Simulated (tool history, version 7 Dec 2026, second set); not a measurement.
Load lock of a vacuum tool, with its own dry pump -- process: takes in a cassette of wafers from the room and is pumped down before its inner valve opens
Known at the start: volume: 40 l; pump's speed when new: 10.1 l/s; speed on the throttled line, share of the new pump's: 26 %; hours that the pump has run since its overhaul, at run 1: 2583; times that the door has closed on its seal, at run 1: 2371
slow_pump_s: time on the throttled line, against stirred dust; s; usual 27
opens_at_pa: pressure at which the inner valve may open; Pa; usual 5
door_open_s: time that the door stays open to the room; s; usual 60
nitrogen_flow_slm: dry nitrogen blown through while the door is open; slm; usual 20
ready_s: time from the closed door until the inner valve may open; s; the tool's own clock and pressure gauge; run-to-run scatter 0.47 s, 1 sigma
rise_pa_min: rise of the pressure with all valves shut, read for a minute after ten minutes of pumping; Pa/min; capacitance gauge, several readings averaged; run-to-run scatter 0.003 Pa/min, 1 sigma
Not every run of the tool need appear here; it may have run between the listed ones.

run	hour	slow_pump_s	opens_at_pa	door_open_s	nitrogen_flow_slm	hours that the pump has run since its overhaul	times that the door has closed on its seal	incoming humidity of the room's air, %	ready_s	rise_pa_min
1	0	27	5	60	20	2583	2371	44.4	60.1	0.046
2	175.3	27	5	60	20	2758	3159	45.1	60.5	0.047
3	361.8	27	5	60	20	2944	3997	46.6	59.9	0.049
4	644.7	27	5	60	20	3227	5268	47.8	60.4	0.052
5	940.3	27	5	60	20	3523	6596	43.6	60.5	0.047
6	1258.7	27	5	60	34	3841	8026	47.7	60.9	0.037
7	1529.7	27	5	60	35	4112	9244	41.6	60	0.039
8	1801.7	27	5	60	35	4384	10466	45	59.6	0.038
9	2171.3	27	5	60	20	4754	12126	42.6	59.8	0.053
10	2464	27	5	60	20	5047	13441	46.1	60.1	0.049
11	2730.7	27	5	60	20	5313	14640	47	59.3	0.051
12	3070.4	27	5	60	15	5653	16166	41.3	59	0.05
13	3418.5	27	5	60	15	6001	17730	44.5	60.4	0.054
14	3610.2	27	5	60	15	6193	18591	43.2	60.5	0.045

Expected results for the next run?
15	3942.9	30	9	127	42	6525	20086	42.6	?	?

{"run 15": {"ready_s": 60.2, "rise_pa_min": 0.042}}
Take away the tool's hidden state, keep the run-to-run variation as it was, and the same run would have given ready_s 60.2 s, rise_pa_min 0.041 Pa/min.

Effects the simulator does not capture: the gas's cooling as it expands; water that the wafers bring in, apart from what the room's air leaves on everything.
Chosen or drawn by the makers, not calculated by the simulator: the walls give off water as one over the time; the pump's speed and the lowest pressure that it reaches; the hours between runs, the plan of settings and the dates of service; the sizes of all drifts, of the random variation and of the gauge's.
